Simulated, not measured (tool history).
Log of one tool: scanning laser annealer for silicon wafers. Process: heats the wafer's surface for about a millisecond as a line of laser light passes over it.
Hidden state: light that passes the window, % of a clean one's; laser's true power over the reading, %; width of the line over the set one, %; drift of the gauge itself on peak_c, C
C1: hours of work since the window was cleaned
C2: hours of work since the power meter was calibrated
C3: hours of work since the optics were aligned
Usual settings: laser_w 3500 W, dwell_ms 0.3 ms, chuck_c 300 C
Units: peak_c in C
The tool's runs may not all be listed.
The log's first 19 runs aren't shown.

run 20 day=7.804 | laser_w=3500 dwell_ms=0.3 chuck_c=300 | C1=269 C2=207 C3=843 | peak_c=1056
run 21 day=8.204 | laser_w=3371 dwell_ms=0.255 chuck_c=300 | C1=276 C2=214 C3=849 | peak_c=970
run 22 day=8.5 | laser_w=3371 dwell_ms=0.255 chuck_c=300 | C1=281 C2=219 C3=854 | peak_c=974
run 23 day=8.771 | laser_w=3500 dwell_ms=0.212 chuck_c=280 | C1=286 C2=223 C3=859 | peak_c=924
-- day=9.004 optics aligned, line set to its width
run 24 day=9.296 | laser_w=3140 dwell_ms=0.352 chuck_c=285 | C1=291 C2=229 C3=5 | peak_c=986
run 25 day=9.704 | laser_w=3500 dwell_ms=0.262 chuck_c=311 | C1=298 C2=236 C3=12 | peak_c=1018
run 26 day=10.071 | laser_w=3421 dwell_ms=0.3 chuck_c=300 | C1=304 C2=242 C3=18 | peak_c=1029
run 27 day=10.375 | laser_w=3421 dwell_ms=0.3 chuck_c=300 | C1=309 C2=247 C3=23 | peak_c=1031
run 28 day=10.9 | laser_w=3544 dwell_ms=0.3 chuck_c=263 | C1=318 C2=256 C3=32 | peak_c=1025
run 29 day=11.342 | laser_w=3500 dwell_ms=0.277 chuck_c=294 | C1=326 C2=263 C3=40 | peak_c=1016
run 30 day=11.75 | laser_w=3794 dwell_ms=0.29 chuck_c=329 | C1=332 C2=270 C3=46 | peak_c=1146
-- day=12.138 optics aligned, line set to its width, once more
run 31 day=12.25 | laser_w=3794 dwell_ms=0.29 chuck_c=329 | C1=337 C2=275 C3=2 | peak_c=1166
run 32 day=12.579 | laser_w=3794 dwell_ms=0.29 chuck_c=329 | C1=343 C2=281 C3=7 | peak_c=1161
run 33 day=12.846 | laser_w=3662 dwell_ms=0.351 chuck_c=308 | C1=348 C2=285 C3=12 | peak_c=1176
-- day=13.254 window over the wafer cleaned
run 34 day=13.467 | laser_w=3662 dwell_ms=0.351 chuck_c=308 | C1=4 C2=294 C3=21 | peak_c=1207
run 35 day=13.712 | laser_w=3662 dwell_ms=0.351 chuck_c=308 | C1=8 C2=298 C3=25 | peak_c=1208
run 36 day=13.946 | laser_w=3408 dwell_ms=0.332 chuck_c=300 | C1=12 C2=302 C3=29 | peak_c=1101
run 37 day=14.217 | laser_w=3408 dwell_ms=0.324 chuck_c=283 | C1=16 C2=307 C3=34 | peak_c=1072
run 38 day=14.767 | laser_w=3500 dwell_ms=0.3 chuck_c=317 | C1=26 C2=316 C3=43 | peak_c=1104
run 39 day=15.138 | laser_w=3763 dwell_ms=0.257 chuck_c=338 | C1=32 C2=323 C3=49 | peak_c=1144

4 ways to go on from here, each from the tool as it stands after run 39. What would each give?
run A day=15.529 | laser_w=3373 dwell_ms=0.257 chuck_c=277 | C1=38 C2=329 C3=56 | peak_c=?
run B day=15.529 | laser_w=3763 dwell_ms=0.229 chuck_c=338 | C1=38 C2=329 C3=56 | peak_c=?
run C day=15.529 | laser_w=3164 dwell_ms=0.242 chuck_c=273 | C1=38 C2=329 C3=56 | peak_c=?
run D day=15.529 | laser_w=3763 dwell_ms=0.326 chuck_c=338 | C1=38 C2=329 C3=56 | peak_c=?

run=A peak_c=974
run=B peak_c=1103
run=C peak_c=897
run=D peak_c=1238
Without the tool's hidden state the same runs would have given:
run=A peak_c=981
run=B peak_c=1110
run=C peak_c=904
run=D peak_c=1247
